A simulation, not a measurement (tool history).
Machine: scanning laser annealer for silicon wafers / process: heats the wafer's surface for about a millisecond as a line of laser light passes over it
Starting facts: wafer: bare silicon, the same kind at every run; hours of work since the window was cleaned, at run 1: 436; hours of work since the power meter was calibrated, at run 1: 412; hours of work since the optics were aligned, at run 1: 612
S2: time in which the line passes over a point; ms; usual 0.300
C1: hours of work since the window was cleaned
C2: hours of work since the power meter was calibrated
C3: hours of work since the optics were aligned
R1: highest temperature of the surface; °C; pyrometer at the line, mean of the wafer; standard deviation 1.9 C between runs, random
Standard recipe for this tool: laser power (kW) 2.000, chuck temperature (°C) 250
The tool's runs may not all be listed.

run 1 hour=0.0 | laser_power_(kW)=2.000 S2=0.300 chuck_temperature_(°C)=250 | C1=436 C2=412 C3=612 | R1=1086
run 2 hour=10.1 | laser_power_(kW)=2.000 S2=0.300 chuck_temperature_(°C)=250 | C1=444 C2=420 C3=620 | R1=1088
run 3 hour=24.1 | laser_power_(kW)=2.000 S2=0.300 chuck_temperature_(°C)=250 | C1=455 C2=431 C3=631 | R1=1080
-- hour=35.6 window over the wafer cleaned
run 4 hour=39.6 | laser_power_(kW)=2.000 S2=0.300 chuck_temperature_(°C)=250 | C1=3 C2=441 C3=642 | R1=1089
run 5 hour=46.9 | laser_power_(kW)=2.000 S2=0.373 chuck_temperature_(°C)=250 | C1=9 C2=447 C3=647 | R1=1167
run 6 hour=58.3 | laser_power_(kW)=1.707 S2=0.373 chuck_temperature_(°C)=250 | C1=18 C2=456 C3=656 | R1=995
run 7 hour=72.9 | laser_power_(kW)=1.707 S2=0.373 chuck_temperature_(°C)=250 | C1=29 C2=467 C3=668 | R1=995
run 8 hour=88.8 | laser_power_(kW)=1.707 S2=0.373 chuck_temperature_(°C)=248 | C1=41 C2=480 C3=680 | R1=993
run 9 hour=99.3 | laser_power_(kW)=1.707 S2=0.373 chuck_temperature_(°C)=248 | C1=50 C2=488 C3=688 | R1=992
run 10 hour=110.9 | laser_power_(kW)=2.000 S2=0.300 chuck_temperature_(°C)=250 | C1=59 C2=497 C3=697 | R1=1087
run 11 hour=122.7 | laser_power_(kW)=2.000 S2=0.300 chuck_temperature_(°C)=250 | C1=68 C2=506 C3=706 | R1=1088
run 12 hour=130.5 | laser_power_(kW)=2.000 S2=0.258 chuck_temperature_(°C)=211 | C1=74 C2=512 C3=712 | R1=995
run 13 hour=144.4 | laser_power_(kW)=2.000 S2=0.258 chuck_temperature_(°C)=211 | C1=85 C2=523 C3=723 | R1=993
run 14 hour=159.7 | laser_power_(kW)=2.000 S2=0.258 chuck_temperature_(°C)=211 | C1=97 C2=535 C3=735 | R1=994
run 15 hour=173.5 | laser_power_(kW)=2.073 S2=0.262 chuck_temperature_(°C)=250 | C1=107 C2=545 C3=746 | R1=1078

What will run 16 give?
run 16 hour=189.2 | laser_power_(kW)=2.077 S2=0.262 chuck_temperature_(°C)=235 | C1=119 C2=558 C3=758 | R1=?

R1: 1066 °C
Take away the tool's hidden state, keep the run-to-run variation as it was, and the same run would have given R1 1067 °C.
